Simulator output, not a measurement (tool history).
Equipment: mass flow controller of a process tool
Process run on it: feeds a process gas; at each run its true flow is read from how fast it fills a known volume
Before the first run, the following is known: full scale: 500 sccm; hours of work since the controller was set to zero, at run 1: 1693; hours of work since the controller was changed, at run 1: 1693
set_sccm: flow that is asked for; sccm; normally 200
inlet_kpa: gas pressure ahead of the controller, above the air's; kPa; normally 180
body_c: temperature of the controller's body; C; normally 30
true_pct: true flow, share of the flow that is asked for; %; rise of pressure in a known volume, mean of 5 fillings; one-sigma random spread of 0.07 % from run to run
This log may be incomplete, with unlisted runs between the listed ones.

| run | hour | set_sccm | inlet_kpa | body_c | hours of work since the controller was set to zero | hours of work since the controller was changed | true_pct |
|---|---|---|---|---|---|---|---|
| 1 | 0 | 200 | 180 | 30 | 1693 | 1693 | 99.44 |
| 2 | 78 | 200 | 180 | 21 | 1752 | 1752 | 100.15 |
| 3 | 162.3 | 200 | 180 | 21 | 1817 | 1817 | 100.2 |
| 4 | 247 | 200 | 212 | 21 | 1881 | 1881 | 99.97 |
| 5 | 363.3 | 200 | 212 | 21 | 1970 | 1970 | 100.03 |
|  | 372.8 | controller's zero set anew |
| 6 | 457.7 | 90 | 159 | 21 | 65 | 2041 | 100.76 |
| 7 | 524.4 | 200 | 180 | 28 | 116 | 2092 | 99.85 |
| 8 | 585 | 200 | 205 | 21 | 162 | 2138 | 100.28 |
| 9 | 676.4 | 192 | 206 | 27 | 231 | 2208 | 99.74 |
| 10 | 727.2 | 316 | 156 | 22 | 270 | 2246 | 101 |

Alternative continuations, all from the tool just after run 10; predict every row:
|  | 837.5 | controller's zero set anew, once more |
| A | 849.4 | 200 | 160 | 30 | 9 | 2339 | ? |
|  | 837.5 | controller's zero set anew, once more |
| B | 849.4 | 316 | 156 | 31 | 9 | 2339 | ? |
|  | 837.5 | controller's zero set anew, once more |
| C | 849.4 | 209 | 262 | 22 | 9 | 2339 | ? |

| run | true_pct |
|---|---|
| A | 99.44 |
| B | 99.94 |
| C | 99.24 |
Without the tool's unlogged condition, the same runs would have read:
| run | true_pct |
|---|---|
| A | 98.66 |
| B | 99.19 |
| C | 98.47 |
